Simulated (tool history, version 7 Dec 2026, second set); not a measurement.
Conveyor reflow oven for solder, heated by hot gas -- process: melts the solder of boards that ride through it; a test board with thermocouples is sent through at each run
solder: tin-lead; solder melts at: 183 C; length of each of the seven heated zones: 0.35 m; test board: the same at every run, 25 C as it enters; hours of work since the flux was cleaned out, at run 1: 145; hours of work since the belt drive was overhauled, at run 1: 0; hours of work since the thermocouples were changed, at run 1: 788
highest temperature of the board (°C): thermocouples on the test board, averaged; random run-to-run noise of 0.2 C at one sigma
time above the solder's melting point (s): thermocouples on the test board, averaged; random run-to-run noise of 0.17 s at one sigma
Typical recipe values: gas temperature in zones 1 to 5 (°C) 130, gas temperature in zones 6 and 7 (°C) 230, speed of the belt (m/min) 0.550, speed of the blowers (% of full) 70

| run | day | gas temperature in zones 1 to 5 (°C) | gas temperature in zones 6 and 7 (°C) | speed of the belt (m/min) | speed of the blowers (% of full) | hours of work since the flux was cleaned out | hours of work since the belt drive was overhauled | hours of work since the thermocouples were changed | highest temperature of the board (°C) | time above the solder's melting point (s) |
|---|---|---|---|---|---|---|---|---|---|---|
| 1 | 0.000 | 130 | 230 | 0.550 | 70 | 145 | 0 | 788 | 214.0 | 53.2 |
| 2 | 1.333 | 130 | 230 | 0.550 | 80 | 168 | 23 | 811 | 215.9 | 55.4 |
| 3 | 3.283 | 130 | 230 | 0.550 | 80 | 201 | 56 | 845 | 216.0 | 55.4 |
| 4 | 5.371 | 130 | 230 | 0.550 | 80 | 237 | 92 | 880 | 215.8 | 55.1 |
|  | 5.900 | thermocouples of zones 6 and 7 changed |
| 5 | 7.462 | 130 | 230 | 0.550 | 80 | 271 | 126 | 27 | 218.2 | 57.0 |
| 6 | 9.571 | 130 | 230 | 0.550 | 86 | 307 | 163 | 63 | 219.2 | 58.0 |
| 7 | 11.000 | 130 | 220 | 0.550 | 70 | 332 | 187 | 87 | 206.4 | 46.5 |
| 8 | 13.412 | 130 | 230 | 0.550 | 80 | 373 | 228 | 129 | 217.8 | 56.6 |
| 9 | 14.417 | 130 | 230 | 0.550 | 80 | 390 | 245 | 146 | 217.7 | 56.7 |
| 10 | 15.475 | 130 | 230 | 0.605 | 80 | 408 | 264 | 164 | 214.9 | 48.7 |
| 11 | 17.062 | 130 | 230 | 0.463 | 80 | 436 | 291 | 191 | 221.1 | 71.9 |
| 12 | 19.079 | 130 | 230 | 0.463 | 80 | 470 | 325 | 226 | 221.0 | 71.7 |
|  | 20.179 | flux residue cleaned out of gas plates and filters |
| 13 | 20.817 | 142 | 230 | 0.550 | 70 | 11 | 352 | 252 | 217.6 | 60.4 |
| 14 | 23.017 | 130 | 230 | 0.550 | 70 | 49 | 389 | 290 | 215.7 | 54.9 |
| 15 | 24.325 | 130 | 230 | 0.550 | 70 | 71 | 412 | 312 | 215.9 | 55.0 |
| 16 | 26.104 | 145 | 230 | 0.550 | 70 | 102 | 442 | 343 | 217.5 | 61.5 |
| 17 | 27.592 | 145 | 230 | 0.550 | 70 | 127 | 468 | 368 | 217.4 | 61.6 |
| 18 | 30.042 | 130 | 234 | 0.550 | 57 | 169 | 510 | 410 | 214.6 | 53.2 |
| 19 | 31.600 | 122 | 244 | 0.549 | 70 | 196 | 536 | 437 | 226.6 | 60.4 |
| 20 | 33.883 | 126 | 230 | 0.550 | 77 | 235 | 575 | 476 | 215.6 | 54.3 |
| 21 | 35.092 | 135 | 230 | 0.648 | 59 | 255 | 596 | 496 | 206.7 | 38.9 |
| 22 | 36.138 | 135 | 230 | 0.648 | 59 | 273 | 614 | 514 | 206.8 | 38.7 |
| 23 | 38.375 | 120 | 230 | 0.526 | 70 | 312 | 652 | 553 | 213.8 | 53.3 |
| 24 | 39.558 | 120 | 230 | 0.507 | 59 | 332 | 673 | 573 | 212.1 | 52.7 |
| 25 | 41.362 | 120 | 230 | 0.507 | 59 | 363 | 703 | 604 | 211.7 | 53.0 |
| 26 | 42.717 | 130 | 241 | 0.515 | 64 | 386 | 727 | 627 | 224.1 | 65.4 |
| 27 | 43.912 | 143 | 241 | 0.520 | 64 | 407 | 747 | 648 | 225.8 | 70.3 |
| 28 | 46.238 | 126 | 241 | 0.520 | 65 | 446 | 787 | 687 | 223.5 | 63.0 |
| 29 | 47.246 | 142 | 225 | 0.520 | 58 | 464 | 804 | 705 | 209.4 | 56.5 |
|  | 48.404 | belt drive overhauled, speed set with a stopwatch |
|  | 48.842 | flux residue cleaned out of gas plates and filters |
| 30 | 48.842 | 128 | 229 | 0.547 | 88 | 0 | 4 | 725 | 217.2 | 56.4 |

Measured minus without-hidden-state, run by run (identical run-to-run variation in each term; gauge scatter may differ):
Unlogged tool condition in this case: heat that the gas passes to the board, % of a clean oven's; belt's true speed, % of the reading; true gas temperature in zones 6 and 7 over the reading, C; drift of the gauge itself on peak_c, C; drift of the gauge itself on liquid_s, %.
| run | highest temperature of the board (°C) | time above the solder's melting point (s) |
|---|---|---|
| 1 | -3.0 | -2.5 |
| 2 | -3.3 | -2.4 |
| 3 | -3.4 | -2.5 |
| 4 | -3.7 | -2.7 |
| 5 | -1.1 | -0.8 |
| 6 | -1.3 | -0.9 |
| 7 | -1.4 | -1.6 |
| 8 | -1.7 | -1.3 |
| 9 | -1.8 | -1.3 |
| 10 | -2.1 | -1.6 |
| 11 | -1.9 | -1.3 |
| 12 | -2.1 | -1.4 |
| 13 | -1.0 | -0.3 |
| 14 | -1.3 | -0.6 |
| 15 | -1.4 | -0.6 |
| 16 | -1.6 | -0.5 |
| 17 | -1.7 | -0.6 |
| 18 | -1.8 | -0.9 |
| 19 | -2.1 | -0.7 |
| 20 | -2.4 | -1.3 |
| 21 | -2.2 | -1.7 |
| 22 | -2.3 | -1.8 |
| 23 | -2.9 | -1.8 |
| 24 | -2.8 | -2.0 |
| 25 | -2.9 | -2.2 |
| 26 | -3.2 | -1.2 |
| 27 | -3.2 | -0.9 |
| 28 | -3.5 | -1.5 |
| 29 | -3.2 | -2.4 |
| 30 | -2.9 | -2.0 |

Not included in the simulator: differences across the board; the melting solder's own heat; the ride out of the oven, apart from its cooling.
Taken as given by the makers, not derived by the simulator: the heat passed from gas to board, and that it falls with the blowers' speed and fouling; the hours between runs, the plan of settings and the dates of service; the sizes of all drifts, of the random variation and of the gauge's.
